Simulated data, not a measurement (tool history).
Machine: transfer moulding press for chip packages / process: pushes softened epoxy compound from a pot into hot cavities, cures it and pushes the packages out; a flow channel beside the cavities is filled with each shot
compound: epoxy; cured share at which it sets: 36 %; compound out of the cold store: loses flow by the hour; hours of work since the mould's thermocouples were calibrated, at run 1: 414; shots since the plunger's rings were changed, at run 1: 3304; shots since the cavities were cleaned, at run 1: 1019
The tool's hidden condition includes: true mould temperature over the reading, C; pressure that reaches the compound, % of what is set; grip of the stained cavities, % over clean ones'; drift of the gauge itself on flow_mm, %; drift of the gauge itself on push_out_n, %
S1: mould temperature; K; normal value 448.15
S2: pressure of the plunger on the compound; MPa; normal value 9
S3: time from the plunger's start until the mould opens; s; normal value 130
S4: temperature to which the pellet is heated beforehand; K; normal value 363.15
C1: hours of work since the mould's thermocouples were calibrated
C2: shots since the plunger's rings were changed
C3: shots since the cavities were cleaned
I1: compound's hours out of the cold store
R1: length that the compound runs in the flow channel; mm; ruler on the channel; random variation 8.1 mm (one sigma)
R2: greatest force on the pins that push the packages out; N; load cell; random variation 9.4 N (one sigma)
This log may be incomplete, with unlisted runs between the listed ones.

| run | hour | S1 | S2 | S3 | S4 | C1 | C2 | C3 | I1 | R1 | R2 |
|---|---|---|---|---|---|---|---|---|---|---|---|
| 1 | 0 | 448.15 | 9 | 130 | 363.15 | 414 | 3304 | 1019 | 18.4 | 861 | 815 |
|  | 20.2 | cavities cleaned with cleaning compound and waxed |
| 2 | 26 | 448.15 | 9 | 130 | 363.15 | 426 | 3481 | 42 | 32.2 | 809 | 435 |
| 3 | 66.6 | 448.15 | 9 | 130 | 365.15 | 446 | 3774 | 335 | 41 | 786 | 587 |
| 4 | 95.2 | 448.15 | 9 | 130 | 363.15 | 459 | 3981 | 542 | 22.6 | 838 | 683 |
| 5 | 130 | 448.15 | 9 | 130 | 363.15 | 476 | 4232 | 793 | 37.3 | 798 | 738 |
| 6 | 157.1 | 448.15 | 9 | 130 | 363.15 | 489 | 4427 | 988 | 41.2 | 771 | 789 |
|  | 181.1 | cavities cleaned with cleaning compound and waxed |
| 7 | 184.7 | 448.15 | 6.95 | 130 | 363.15 | 502 | 4616 | 26 | 45 | 666 | 398 |
| 8 | 229.5 | 448.15 | 6.95 | 130 | 363.15 | 524 | 4939 | 349 | 38.3 | 670 | 589 |
| 9 | 256.9 | 448.15 | 6.95 | 130 | 363.15 | 537 | 5137 | 547 | 35.4 | 690 | 692 |
| 10 | 300.2 | 448.15 | 9 | 130 | 363.15 | 558 | 5449 | 859 | 37.8 | 774 | 783 |
| 11 | 326.5 | 448.15 | 9 | 130 | 363.15 | 571 | 5639 | 1049 | 29.5 | 783 | 814 |
|  | 343 | cavities cleaned with cleaning compound and waxed |
| 12 | 362.2 | 448.15 | 7.3 | 130 | 363.15 | 587 | 5886 | 138 | 37 | 674 | 486 |
|  | 373.1 | plunger's sealing rings changed |
| 13 | 400 | 455.15 | 8.12 | 162 | 368.15 | 605 | 194 | 393 | 14.7 | 823 | 526 |
|  | 424 | mould's thermocouples calibrated |
| 14 | 438.2 | 448.15 | 8.61 | 114 | 363.15 | 7 | 456 | 655 | 29.5 | 855 | 916 |
| 15 | 480.3 | 448.15 | 8.61 | 114 | 363.15 | 27 | 759 | 958 | 47.7 | 780 | 974 |
|  | 508.4 | cavities cleaned with cleaning compound and waxed |
| 16 | 525.8 | 448.15 | 8.61 | 114 | 363.15 | 49 | 1077 | 125 | 20.3 | 870 | 658 |
| 17 | 557.1 | 443.15 | 8.61 | 114 | 354.15 | 64 | 1303 | 351 | 45.2 | 807 | 1125 |
| 18 | 580.4 | 443.15 | 8.61 | 114 | 354.15 | 75 | 1471 | 519 | 25.8 | 863 | 1331 |
| 19 | 606.2 | 443.15 | 8.61 | 114 | 360.15 | 88 | 1658 | 706 | 25.5 | 858 | 1423 |
| 20 | 632.2 | 443.15 | 8.61 | 114 | 363.15 | 100 | 1845 | 893 | 42.3 | 818 | 1378 |

Alternative continuations, all from the tool just after run 20; predict every row:
| A | 653.3 | 443.15 | 8.61 | 114 | 369.15 | 110 | 1997 | 1045 | 21.1 | ? | ? |
| B | 653.3 | 443.15 | 10.6 | 118 | 358.15 | 110 | 1997 | 1045 | 17.6 | ? | ? |
| C | 653.3 | 448.15 | 10.52 | 114 | 363.15 | 110 | 1997 | 1045 | 21.4 | ? | ? |

| run | R1 | R2 |
|---|---|---|
| A | 878 | 1560 |
| B | 990 | 1536 |
| C | 951 | 1060 |
What these runs would have given with no unlogged condition in the tool:
| run | R1 | R2 |
|---|---|---|
| A | 908 | 761 |
| B | 1024 | 750 |
| C | 983 | 520 |
